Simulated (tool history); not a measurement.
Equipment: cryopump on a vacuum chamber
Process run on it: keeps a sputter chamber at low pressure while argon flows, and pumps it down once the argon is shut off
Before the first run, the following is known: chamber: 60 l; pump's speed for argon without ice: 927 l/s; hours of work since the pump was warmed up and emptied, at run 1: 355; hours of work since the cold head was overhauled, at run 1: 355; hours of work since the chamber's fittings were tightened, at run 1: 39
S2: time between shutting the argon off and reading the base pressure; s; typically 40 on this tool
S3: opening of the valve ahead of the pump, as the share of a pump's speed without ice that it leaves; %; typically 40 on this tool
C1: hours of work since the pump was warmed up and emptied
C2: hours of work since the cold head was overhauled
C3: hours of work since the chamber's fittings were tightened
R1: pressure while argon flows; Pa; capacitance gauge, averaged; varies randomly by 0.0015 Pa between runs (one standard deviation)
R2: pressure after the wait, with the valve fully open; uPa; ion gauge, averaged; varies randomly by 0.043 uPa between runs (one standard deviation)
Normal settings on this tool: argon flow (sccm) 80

run 1 day=0.000 | argon_flow_(sccm)=80 S2=40 S3=40 | C1=355 C2=355 C3=39 | R1=0.3822 R2=2.68
run 2 day=2.167 | argon_flow_(sccm)=80 S2=40 S3=59 | C1=376 C2=376 C3=61 | R1=0.2645 R2=2.67
run 3 day=4.783 | argon_flow_(sccm)=95 S2=40 S3=40 | C1=403 C2=403 C3=87 | R1=0.4521 R2=2.81
run 4 day=6.388 | argon_flow_(sccm)=95 S2=40 S3=40 | C1=419 C2=419 C3=103 | R1=0.4569 R2=2.80
run 5 day=8.954 | argon_flow_(sccm)=95 S2=40 S3=40 | C1=445 C2=445 C3=129 | R1=0.4564 R2=2.96
run 6 day=11.150 | argon_flow_(sccm)=95 S2=40 S3=40 | C1=467 C2=467 C3=151 | R1=0.4582 R2=2.90
run 7 day=13.467 | argon_flow_(sccm)=95 S2=40 S3=40 | C1=490 C2=490 C3=174 | R1=0.4608 R2=3.05
run 8 day=15.521 | argon_flow_(sccm)=42 S2=40 S3=40 | C1=511 C2=511 C3=195 | R1=0.2044 R2=3.16
run 9 day=18.058 | argon_flow_(sccm)=42 S2=40 S3=40 | C1=536 C2=536 C3=221 | R1=0.2034 R2=3.27
run 10 day=19.429 | argon_flow_(sccm)=80 S2=40 S3=58 | C1=550 C2=550 C3=234 | R1=0.2745 R2=3.22
run 11 day=21.192 | argon_flow_(sccm)=80 S2=61 S3=40 | C1=568 C2=568 C3=252 | R1=0.3892 R2=2.60
run 12 day=23.383 | argon_flow_(sccm)=80 S2=40 S3=40 | C1=590 C2=590 C3=274 | R1=0.3914 R2=3.39
run 13 day=25.812 | argon_flow_(sccm)=80 S2=40 S3=19 | C1=615 C2=615 C3=299 | R1=0.7892 R2=3.51
-- day=27.517 pump warmed up, emptied and cooled again
run 14 day=28.033 | argon_flow_(sccm)=80 S2=28 S3=19 | C1=5 C2=635 C3=319 | R1=0.7724 R2=4.22
run 15 day=29.862 | argon_flow_(sccm)=80 S2=28 S3=19 | C1=24 C2=653 C3=337 | R1=0.7705 R2=4.26
run 16 day=32.471 | argon_flow_(sccm)=80 S2=40 S3=28 | C1=50 C2=680 C3=364 | R1=0.5262 R2=3.52
run 17 day=33.646 | argon_flow_(sccm)=80 S2=40 S3=28 | C1=62 C2=691 C3=376 | R1=0.5213 R2=3.48
run 18 day=35.921 | argon_flow_(sccm)=80 S2=21 S3=16 | C1=85 C2=714 C3=398 | R1=0.9148 R2=5.62
run 19 day=37.450 | argon_flow_(sccm)=143 S2=212 S3=34 | C1=100 C2=730 C3=414 | R1=0.7769 R2=1.89
run 20 day=39.067 | argon_flow_(sccm)=143 S2=212 S3=34 | C1=116 C2=746 C3=430 | R1=0.7870 R2=1.93
run 21 day=41.458 | argon_flow_(sccm)=80 S2=21 S3=40 | C1=140 C2=770 C3=454 | R1=0.3743 R2=5.73
run 22 day=43.267 | argon_flow_(sccm)=80 S2=22 S3=15 | C1=159 C2=788 C3=472 | R1=0.9850 R2=5.46
run 23 day=44.600 | argon_flow_(sccm)=80 S2=22 S3=15 | C1=172 C2=802 C3=486 | R1=0.9870 R2=5.56
run 24 day=46.275 | argon_flow_(sccm)=80 S2=22 S3=15 | C1=189 C2=819 C3=503 | R1=0.9849 R2=5.67
run 25 day=47.562 | argon_flow_(sccm)=133 S2=65 S3=16 | C1=202 C2=832 C3=516 | R1=1.5327 R2=3.11
run 26 day=48.638 | argon_flow_(sccm)=75 S2=65 S3=22 | C1=213 C2=842 C3=527 | R1=0.6316 R2=3.18
run 27 day=50.825 | argon_flow_(sccm)=80 S2=146 S3=23 | C1=235 C2=864 C3=549 | R1=0.6468 R2=2.46
run 28 day=53.483 | argon_flow_(sccm)=80 S2=146 S3=23 | C1=262 C2=891 C3=575 | R1=0.6496 R2=2.61
run 29 day=55.275 | argon_flow_(sccm)=39 S2=40 S3=40 | C1=280 C2=909 C3=593 | R1=0.1838 R2=4.33
run 30 day=56.942 | argon_flow_(sccm)=101 S2=210 S3=25 | C1=296 C2=926 C3=610 | R1=0.7582 R2=2.49
run 31 day=58.692 | argon_flow_(sccm)=38 S2=81 S3=45 | C1=314 C2=944 C3=628 | R1=0.1612 R2=3.16
run 32 day=60.358 | argon_flow_(sccm)=89 S2=37 S3=29 | C1=331 C2=960 C3=645 | R1=0.5743 R2=4.60
run 33 day=61.696 | argon_flow_(sccm)=44 S2=40 S3=40 | C1=344 C2=974 C3=658 | R1=0.2108 R2=4.54
run 34 day=63.867 | argon_flow_(sccm)=44 S2=54 S3=20 | C1=366 C2=996 C3=680 | R1=0.4112 R2=3.99

Each row is a separate what-if for the run after 34, all from the same tool condition, not one after another. Results?
run A day=66.433 | argon_flow_(sccm)=139 S2=33 S3=20 | C1=392 C2=1022 C3=706 | R1=? R2=?
run B day=66.433 | argon_flow_(sccm)=80 S2=96 S3=27 | C1=392 C2=1022 C3=706 | R1=? R2=?
run C day=66.433 | argon_flow_(sccm)=80 S2=58 S3=40 | C1=392 C2=1022 C3=706 | R1=? R2=?
run D day=66.433 | argon_flow_(sccm)=80 S2=40 S3=45 | C1=392 C2=1022 C3=706 | R1=? R2=?

run=A R1=1.2982 R2=5.21
run=B R1=0.5599 R2=3.32
run=C R1=0.3856 R2=3.93
run=D R1=0.3440 R2=4.65
Had the tool no hidden state, the same runs would have come out as:
run=A R1=1.2651 R2=3.04
run=B R1=0.5408 R2=1.23
run=C R1=0.3665 R2=1.82
run=D R1=0.3249 R2=2.53
